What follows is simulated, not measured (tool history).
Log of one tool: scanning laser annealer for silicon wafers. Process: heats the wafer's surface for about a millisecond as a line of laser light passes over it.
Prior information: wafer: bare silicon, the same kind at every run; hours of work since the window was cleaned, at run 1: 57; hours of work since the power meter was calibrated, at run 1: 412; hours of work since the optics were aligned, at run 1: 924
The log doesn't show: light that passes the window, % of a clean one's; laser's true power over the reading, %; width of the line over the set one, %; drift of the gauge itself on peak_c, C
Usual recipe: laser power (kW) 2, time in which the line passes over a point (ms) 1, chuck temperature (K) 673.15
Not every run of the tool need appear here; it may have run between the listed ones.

| run | hour | laser power (kW) | time in which the line passes over a point (ms) | chuck temperature (K) | hours of work since the window was cleaned | hours of work since the power meter was calibrated | hours of work since the optics were aligned | highest temperature of the surface (K) |
|---|---|---|---|---|---|---|---|---|
| 1 | 0 | 2 | 1 | 673.15 | 57 | 412 | 924 | 1375.15 |
| 2 | 14.9 | 2 | 1 | 673.15 | 67 | 422 | 934 | 1375.15 |
| 3 | 22.1 | 2 | 1 | 684.15 | 71 | 427 | 938 | 1386.15 |
| 4 | 32.6 | 2 | 1 | 684.15 | 78 | 434 | 945 | 1385.15 |
|  | 38.9 | optics aligned, line set to its width |
| 5 | 51.1 | 2 | 1 | 684.15 | 87 | 442 | 8 | 1385.15 |
| 6 | 66.1 | 2 | 1 | 684.15 | 97 | 452 | 18 | 1386.15 |
| 7 | 82.9 | 1.982 | 0.83 | 673.15 | 108 | 463 | 29 | 1310.15 |
| 8 | 94.9 | 1.987 | 0.71 | 642.15 | 116 | 471 | 36 | 1237.15 |

Predict the results of run 9:
| 9 | 110.7 | 1.987 | 0.71 | 642.15 | 126 | 481 | 47 | ? |

Run 9 came out at highest temperature of the surface (K) 1239.15.
With the hidden condition absent and the run-to-run variation left alone, this run would have shown highest temperature of the surface (K) 1240.15.
